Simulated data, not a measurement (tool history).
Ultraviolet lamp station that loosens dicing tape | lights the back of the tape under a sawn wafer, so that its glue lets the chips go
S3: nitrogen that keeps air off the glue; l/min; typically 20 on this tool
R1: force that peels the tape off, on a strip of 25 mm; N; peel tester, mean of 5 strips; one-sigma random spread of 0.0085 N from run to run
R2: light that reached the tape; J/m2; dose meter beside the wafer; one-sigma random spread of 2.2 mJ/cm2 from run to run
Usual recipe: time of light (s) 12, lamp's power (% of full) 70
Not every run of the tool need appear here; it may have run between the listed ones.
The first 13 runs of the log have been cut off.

run 14 hour=521.5 | time_of_light_(s)=12 lamp's_power_(%_of_full)=70 S3=6 | R1=1.727 R2=1200
-- hour=539.0 lamp changed
run 15 hour=555.3 | time_of_light_(s)=12 lamp's_power_(%_of_full)=83 S3=20 | R1=0.272 R2=2370
run 16 hour=590.9 | time_of_light_(s)=12 lamp's_power_(%_of_full)=83 S3=20 | R1=0.277 R2=2330
run 17 hour=627.8 | time_of_light_(s)=18 lamp's_power_(%_of_full)=70 S3=20 | R1=0.224 R2=2830
run 18 hour=681.9 | time_of_light_(s)=16 lamp's_power_(%_of_full)=70 S3=20 | R1=0.260 R2=2440
run 19 hour=729.8 | time_of_light_(s)=12 lamp's_power_(%_of_full)=70 S3=20 | R1=0.444 R2=1790
run 20 hour=771.4 | time_of_light_(s)=12 lamp's_power_(%_of_full)=70 S3=20 | R1=0.467 R2=1740
run 21 hour=825.8 | time_of_light_(s)=13 lamp's_power_(%_of_full)=81 S3=20 | R1=0.334 R2=2090
run 22 hour=866.3 | time_of_light_(s)=7 lamp's_power_(%_of_full)=81 S3=12 | R1=1.265 R2=1130
-- hour=870.8 window cleaned of glue's vapour
run 23 hour=896.0 | time_of_light_(s)=22 lamp's_power_(%_of_full)=87 S3=6 | R1=0.257 R2=4010
run 24 hour=924.4 | time_of_light_(s)=15 lamp's_power_(%_of_full)=87 S3=14 | R1=0.289 R2=2630
run 25 hour=979.6 | time_of_light_(s)=12 lamp's_power_(%_of_full)=65 S3=14 | R1=0.705 R2=1530
run 26 hour=1017.0 | time_of_light_(s)=12 lamp's_power_(%_of_full)=62 S3=11 | R1=0.973 R2=1390
run 27 hour=1043.8 | time_of_light_(s)=8 lamp's_power_(%_of_full)=62 S3=22 | R1=1.194 R2=890
run 28 hour=1079.7 | time_of_light_(s)=8 lamp's_power_(%_of_full)=62 S3=22 | R1=1.274 R2=940
run 29 hour=1114.4 | time_of_light_(s)=6 lamp's_power_(%_of_full)=62 S3=22 | R1=1.829 R2=670
run 30 hour=1155.5 | time_of_light_(s)=16 lamp's_power_(%_of_full)=89 S3=7 | R1=0.503 R2=2460
run 31 hour=1183.8 | time_of_light_(s)=16 lamp's_power_(%_of_full)=89 S3=7 | R1=0.549 R2=2430
run 32 hour=1211.0 | time_of_light_(s)=13 lamp's_power_(%_of_full)=62 S3=14 | R1=0.912 R2=1380
run 33 hour=1262.7 | time_of_light_(s)=23 lamp's_power_(%_of_full)=61 S3=10 | R1=0.473 R2=2290
run 34 hour=1306.0 | time_of_light_(s)=22 lamp's_power_(%_of_full)=70 S3=6 | R1=0.602 R2=2380
-- hour=1324.2 window cleaned of glue's vapour
run 35 hour=1331.6 | time_of_light_(s)=20 lamp's_power_(%_of_full)=84 S3=21 | R1=0.222 R2=2760
run 36 hour=1359.9 | time_of_light_(s)=10 lamp's_power_(%_of_full)=64 S3=38 | R1=0.790 R2=1030
run 37 hour=1411.5 | time_of_light_(s)=12 lamp's_power_(%_of_full)=97 S3=7 | R1=0.889 R2=1770
run 38 hour=1454.7 | time_of_light_(s)=24 lamp's_power_(%_of_full)=73 S3=20 | R1=0.243 R2=2630

5 options for the next run, each taken on its own from the tool as it stands now. Forecast them:
run A hour=1477.9 | time_of_light_(s)=24 lamp's_power_(%_of_full)=73 S3=13 | R1=? R2=?
run B hour=1477.9 | time_of_light_(s)=24 lamp's_power_(%_of_full)=79 S3=34 | R1=? R2=?
run C hour=1477.9 | time_of_light_(s)=13 lamp's_power_(%_of_full)=71 S3=9 | R1=? R2=?
run D hour=1477.9 | time_of_light_(s)=24 lamp's_power_(%_of_full)=73 S3=13 | R1=? R2=?
run E hour=1477.9 | time_of_light_(s)=7 lamp's_power_(%_of_full)=70 S3=20 | R1=? R2=?

run=A R1=0.297 R2=2550
run=B R1=0.211 R2=2810
run=C R1=1.202 R2=1370
run=D R1=0.313 R2=2580
run=E R1=1.769 R2=700
Had the tool no hidden state, the same runs would have come out as:
run=A R1=0.181 R2=4280
run=B R1=0.193 R2=4680
run=C R1=0.515 R2=2280
run=D R1=0.195 R2=4310
run=E R1=0.872 R2=1180
